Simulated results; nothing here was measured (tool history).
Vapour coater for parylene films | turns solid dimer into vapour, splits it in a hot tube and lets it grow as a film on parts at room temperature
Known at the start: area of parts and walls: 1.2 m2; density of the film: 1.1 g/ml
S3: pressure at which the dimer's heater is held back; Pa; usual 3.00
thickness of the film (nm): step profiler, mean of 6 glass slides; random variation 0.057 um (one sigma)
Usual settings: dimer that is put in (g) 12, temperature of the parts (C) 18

run 1 hour=0.0 | dimer_that_is_put_in_(g)=12 temperature_of_the_parts_(C)=18 S3=3.00 | thickness_of_the_film_(nm)=6020
run 2 hour=19.3 | dimer_that_is_put_in_(g)=12 temperature_of_the_parts_(C)=18 S3=3.00 | thickness_of_the_film_(nm)=6080
run 3 hour=30.0 | dimer_that_is_put_in_(g)=12 temperature_of_the_parts_(C)=13 S3=3.00 | thickness_of_the_film_(nm)=6530
run 4 hour=48.0 | dimer_that_is_put_in_(g)=12 temperature_of_the_parts_(C)=13 S3=3.00 | thickness_of_the_film_(nm)=6510
run 5 hour=59.0 | dimer_that_is_put_in_(g)=12 temperature_of_the_parts_(C)=13 S3=3.00 | thickness_of_the_film_(nm)=6610
run 6 hour=72.9 | dimer_that_is_put_in_(g)=12 temperature_of_the_parts_(C)=13 S3=3.00 | thickness_of_the_film_(nm)=6580
run 7 hour=83.2 | dimer_that_is_put_in_(g)=12 temperature_of_the_parts_(C)=13 S3=3.00 | thickness_of_the_film_(nm)=6540
run 8 hour=93.9 | dimer_that_is_put_in_(g)=12 temperature_of_the_parts_(C)=13 S3=3.00 | thickness_of_the_film_(nm)=6470
run 9 hour=110.8 | dimer_that_is_put_in_(g)=12 temperature_of_the_parts_(C)=13 S3=3.00 | thickness_of_the_film_(nm)=6440
run 10 hour=132.1 | dimer_that_is_put_in_(g)=12 temperature_of_the_parts_(C)=13 S3=3.00 | thickness_of_the_film_(nm)=6430
run 11 hour=144.5 | dimer_that_is_put_in_(g)=12 temperature_of_the_parts_(C)=13 S3=3.00 | thickness_of_the_film_(nm)=6460
run 12 hour=167.7 | dimer_that_is_put_in_(g)=12 temperature_of_the_parts_(C)=13 S3=3.00 | thickness_of_the_film_(nm)=6430
run 13 hour=178.3 | dimer_that_is_put_in_(g)=12 temperature_of_the_parts_(C)=18 S3=3.00 | thickness_of_the_film_(nm)=6020
run 14 hour=191.3 | dimer_that_is_put_in_(g)=12 temperature_of_the_parts_(C)=18 S3=3.00 | thickness_of_the_film_(nm)=5900
run 15 hour=211.9 | dimer_that_is_put_in_(g)=12 temperature_of_the_parts_(C)=18 S3=3.00 | thickness_of_the_film_(nm)=5930
run 16 hour=225.8 | dimer_that_is_put_in_(g)=12 temperature_of_the_parts_(C)=18 S3=3.00 | thickness_of_the_film_(nm)=5850
run 17 hour=249.7 | dimer_that_is_put_in_(g)=12 temperature_of_the_parts_(C)=18 S3=3.00 | thickness_of_the_film_(nm)=5910
run 18 hour=263.7 | dimer_that_is_put_in_(g)=12 temperature_of_the_parts_(C)=18 S3=3.00 | thickness_of_the_film_(nm)=5930
run 19 hour=282.9 | dimer_that_is_put_in_(g)=12 temperature_of_the_parts_(C)=18 S3=3.00 | thickness_of_the_film_(nm)=5850
run 20 hour=307.1 | dimer_that_is_put_in_(g)=12 temperature_of_the_parts_(C)=18 S3=3.00 | thickness_of_the_film_(nm)=5910
run 21 hour=318.0 | dimer_that_is_put_in_(g)=12 temperature_of_the_parts_(C)=18 S3=3.00 | thickness_of_the_film_(nm)=5820
run 22 hour=331.3 | dimer_that_is_put_in_(g)=12 temperature_of_the_parts_(C)=18 S3=3.00 | thickness_of_the_film_(nm)=5880
run 23 hour=344.1 | dimer_that_is_put_in_(g)=12 temperature_of_the_parts_(C)=18 S3=3.00 | thickness_of_the_film_(nm)=5830
-- hour=347.3 table's thermometer calibrated
run 24 hour=366.6 | dimer_that_is_put_in_(g)=12 temperature_of_the_parts_(C)=18 S3=3.00 | thickness_of_the_film_(nm)=5870
run 25 hour=381.3 | dimer_that_is_put_in_(g)=12 temperature_of_the_parts_(C)=18 S3=8.69 | thickness_of_the_film_(nm)=4800
-- hour=396.3 table's thermometer calibrated, once more
run 26 hour=397.9 | dimer_that_is_put_in_(g)=12 temperature_of_the_parts_(C)=18 S3=9.63 | thickness_of_the_film_(nm)=4680
run 27 hour=409.6 | dimer_that_is_put_in_(g)=10 temperature_of_the_parts_(C)=30 S3=7.34 | thickness_of_the_film_(nm)=3410
run 28 hour=429.9 | dimer_that_is_put_in_(g)=10 temperature_of_the_parts_(C)=30 S3=7.34 | thickness_of_the_film_(nm)=3420
run 29 hour=449.5 | dimer_that_is_put_in_(g)=7 temperature_of_the_parts_(C)=18 S3=3.42 | thickness_of_the_film_(nm)=3310
run 30 hour=464.7 | dimer_that_is_put_in_(g)=11 temperature_of_the_parts_(C)=11 S3=8.69 | thickness_of_the_film_(nm)=4890
run 31 hour=483.0 | dimer_that_is_put_in_(g)=11 temperature_of_the_parts_(C)=10 S3=4.82 | thickness_of_the_film_(nm)=5510
run 32 hour=502.5 | dimer_that_is_put_in_(g)=11 temperature_of_the_parts_(C)=10 S3=4.82 | thickness_of_the_film_(nm)=5410
run 33 hour=518.5 | dimer_that_is_put_in_(g)=12 temperature_of_the_parts_(C)=18 S3=4.09 | thickness_of_the_film_(nm)=5460
run 34 hour=541.1 | dimer_that_is_put_in_(g)=12 temperature_of_the_parts_(C)=18 S3=4.09 | thickness_of_the_film_(nm)=5430
run 35 hour=552.9 | dimer_that_is_put_in_(g)=17 temperature_of_the_parts_(C)=18 S3=10.59 | thickness_of_the_film_(nm)=6380
run 36 hour=567.9 | dimer_that_is_put_in_(g)=9 temperature_of_the_parts_(C)=25 S3=4.15 | thickness_of_the_film_(nm)=3640
run 37 hour=583.9 | dimer_that_is_put_in_(g)=9 temperature_of_the_parts_(C)=25 S3=4.15 | thickness_of_the_film_(nm)=3580
-- hour=591.7 trap's valve overhauled
run 38 hour=602.3 | dimer_that_is_put_in_(g)=9 temperature_of_the_parts_(C)=25 S3=4.15 | thickness_of_the_film_(nm)=4210
run 39 hour=613.9 | dimer_that_is_put_in_(g)=6 temperature_of_the_parts_(C)=18 S3=3.00 | thickness_of_the_film_(nm)=3350
run 40 hour=631.0 | dimer_that_is_put_in_(g)=6 temperature_of_the_parts_(C)=18 S3=3.00 | thickness_of_the_film_(nm)=3300
run 41 hour=642.0 | dimer_that_is_put_in_(g)=6 temperature_of_the_parts_(C)=18 S3=3.00 | thickness_of_the_film_(nm)=3280
run 42 hour=655.8 | dimer_that_is_put_in_(g)=6 temperature_of_the_parts_(C)=18 S3=3.00 | thickness_of_the_film_(nm)=3320
run 43 hour=679.9 | dimer_that_is_put_in_(g)=10 temperature_of_the_parts_(C)=24 S3=5.21 | thickness_of_the_film_(nm)=4500
run 44 hour=703.1 | dimer_that_is_put_in_(g)=12 temperature_of_the_parts_(C)=11 S3=4.17 | thickness_of_the_film_(nm)=6980
run 45 hour=714.2 | dimer_that_is_put_in_(g)=12 temperature_of_the_parts_(C)=11 S3=4.17 | thickness_of_the_film_(nm)=6910
run 46 hour=737.4 | dimer_that_is_put_in_(g)=12 temperature_of_the_parts_(C)=11 S3=4.17 | thickness_of_the_film_(nm)=6890
run 47 hour=750.8 | dimer_that_is_put_in_(g)=12 temperature_of_the_parts_(C)=27 S3=4.16 | thickness_of_the_film_(nm)=5350

Forecast each of these 3 alternatives for the next run:
run A hour=775.3 | dimer_that_is_put_in_(g)=12 temperature_of_the_parts_(C)=27 S3=7.25 | thickness_of_the_film_(nm)=?
run B hour=775.3 | dimer_that_is_put_in_(g)=12 temperature_of_the_parts_(C)=23 S3=5.71 | thickness_of_the_film_(nm)=?
run C hour=775.3 | dimer_that_is_put_in_(g)=13 temperature_of_the_parts_(C)=12 S3=4.16 | thickness_of_the_film_(nm)=?

run=A thickness_of_the_film_(nm)=4800
run=B thickness_of_the_film_(nm)=5340
run=C thickness_of_the_film_(nm)=7380
Without the tool's hidden state the same runs would have given:
run=A thickness_of_the_film_(nm)=4890
run=B thickness_of_the_film_(nm)=5440
run=C thickness_of_the_film_(nm)=7510
